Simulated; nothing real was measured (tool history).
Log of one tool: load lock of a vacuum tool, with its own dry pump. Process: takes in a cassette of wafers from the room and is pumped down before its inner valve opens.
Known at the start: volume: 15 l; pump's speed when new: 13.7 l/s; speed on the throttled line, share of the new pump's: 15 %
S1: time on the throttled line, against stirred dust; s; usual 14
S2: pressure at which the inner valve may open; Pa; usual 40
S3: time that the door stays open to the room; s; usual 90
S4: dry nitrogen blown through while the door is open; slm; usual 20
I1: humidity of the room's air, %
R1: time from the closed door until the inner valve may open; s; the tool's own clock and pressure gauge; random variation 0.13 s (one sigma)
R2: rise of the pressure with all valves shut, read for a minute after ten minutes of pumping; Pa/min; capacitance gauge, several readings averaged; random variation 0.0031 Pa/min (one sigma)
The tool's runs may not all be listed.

Run 1, hour 0.0: usual settings; I1 42.1. Result: R1 21.0 s, R2 0.139 Pa/min.
Run 2, hour 627.7: usual settings; I1 47.8. Result: R1 21.1 s, R2 0.175 Pa/min.
Run 3, hour 1183.4: usual settings but S2 36 Pa; I1 42.5. Result: R1 21.4 s, R2 0.192 Pa/min.
Run 4, hour 1795.5: usual settings; I1 43.4. Result: R1 21.3 s, R2 0.219 Pa/min.
Run 5, hour 2538.9: usual settings; I1 47.2. Result: R1 21.5 s, R2 0.272 Pa/min.
Run 6, hour 2884.2: usual settings but S1 25 s; I1 43.5. Result: R1 30.5 s, R2 0.293 Pa/min.
Run 7, hour 3552.7: usual settings; I1 45.3. Result: R1 21.3 s, R2 0.342 Pa/min.
Run 8, hour 4131.3: usual settings; I1 45.6. Result: R1 21.2 s, R2 0.392 Pa/min.
Run 9, hour 4476.7: usual settings; I1 49.2. Result: R1 21.3 s, R2 0.416 Pa/min.
Run 10, hour 4986.1: usual settings; I1 44.8. Result: R1 21.5 s, R2 0.450 Pa/min.
Run 11, hour 5425.4: usual settings but S2 43 Pa; I1 44.3. Result: R1 21.5 s, R2 0.475 Pa/min.
Run 12, hour 5753.1: usual settings but S3 45 s; I1 44.3. Result: R1 21.4 s, R2 0.479 Pa/min.
Run 13, hour 6182.2: usual settings but S4 11 slm; I1 44.8. Result: R1 21.5 s, R2 0.555 Pa/min.
Run 14, hour 6886.4: usual settings but S2 34 Pa, S4 11 slm; I1 44.1. Result: R1 21.8 s, R2 0.611 Pa/min.
At hour 7391.8: door's seal changed, seat wiped.
Run 15, hour 7624.5: usual settings but S1 13 s, S2 34 Pa, S3 53 s, S4 5 slm; I1 41.2. Result: R1 21.0 s, R2 0.092 Pa/min.
Run 16, hour 8063.1: usual settings but S1 13 s, S2 70 Pa, S3 51 s, S4 5 slm; I1 45.9. Result: R1 20.2 s, R2 0.101 Pa/min.
Run 17, hour 8397.4: usual settings but S1 13 s, S2 70 Pa, S3 51 s, S4 5 slm; I1 44.2. Result: R1 19.9 s, R2 0.114 Pa/min.
Run 18, hour 8754.2: usual settings but S1 16 s, S2 34 Pa, S3 82 s, S4 15 slm; I1 45.9. Result: R1 23.4 s, R2 0.118 Pa/min.
Run 19, hour 9220.7: usual settings but S1 15 s, S2 30 Pa, S3 82 s, S4 15 slm; I1 47.0. Result: R1 22.9 s, R2 0.129 Pa/min.
Run 20, hour 9795.7: usual settings but S1 23 s, S2 50 Pa, S3 74 s, S4 5 slm; I1 41.9. Result: R1 29.0 s, R2 0.164 Pa/min.
At hour 9896.7: dry pump taken out, an overhauled one fitted.
Run 21, hour 10286.4: usual settings but S1 23 s, S2 79 Pa, S3 74 s, S4 8 slm; I1 41.5. Result: R1 27.6 s, R2 0.163 Pa/min.
Run 22, hour 10839.4: usual settings but S1 23 s, S2 79 Pa, S3 74 s, S4 8 slm; I1 44.9. Result: R1 27.4 s, R2 0.200 Pa/min.
Run 23, hour 11313.9: usual settings but S1 8 s; I1 40.9. Result: R1 15.6 s, R2 0.194 Pa/min.
Run 24, hour 11853.2: usual settings but S1 15 s, S2 30 Pa, S3 230 s, S4 38 slm; I1 43.9. Result: R1 22.0 s, R2 0.221 Pa/min.
Run 25, hour 12279.0: usual settings but S1 17 s, S2 36 Pa; I1 43.5. Result: R1 23.7 s, R2 0.247 Pa/min.
Run 26, hour 12596.6: usual settings but S1 17 s, S2 36 Pa; I1 44.3. Result: R1 23.3 s, R2 0.257 Pa/min.
Run 27, hour 13166.5: usual settings but S1 17 s, S2 36 Pa; I1 47.5. Result: R1 23.4 s, R2 0.303 Pa/min.
Run 28, hour 13793.2: usual settings but S1 9 s, S2 36 Pa; I1 42.0. Result: R1 16.5 s, R2 0.337 Pa/min.

Forecast each of these 5 alternatives for the next run:
Run A, hour 14188.0: usual settings but S4 22 slm; I1 49.9. Result: R1 ?, R2 ?.
Run B, hour 14188.0: usual settings but S1 9 s, S2 36 Pa, S3 202 s, S4 5 slm; I1 44.9. Result: R1 ?, R2 ?.
Run C, hour 14188.0: usual settings but S1 9 s, S2 36 Pa, S4 8 slm; I1 40.0. Result: R1 ?, R2 ?.
Run D, hour 14188.0: usual settings but S1 9 s, S2 54 Pa, S4 5 slm; I1 46.6. Result: R1 ?, R2 ?.
Run E, hour 14188.0: usual settings but S2 33 Pa, S4 5 slm; I1 47.2. Result: R1 ?, R2 ?.

run    R1     R2
  A  20.7  0.376
  B  16.8  0.437
  C  16.8  0.391
  D  16.0  0.407
  E  20.9  0.413
Without the tool's hidden state the same runs would have given:
run    R1     R2
  A  20.4  0.077
  B  16.4  0.143
  C  16.5  0.094
  D  15.6  0.111
  E  20.6  0.117

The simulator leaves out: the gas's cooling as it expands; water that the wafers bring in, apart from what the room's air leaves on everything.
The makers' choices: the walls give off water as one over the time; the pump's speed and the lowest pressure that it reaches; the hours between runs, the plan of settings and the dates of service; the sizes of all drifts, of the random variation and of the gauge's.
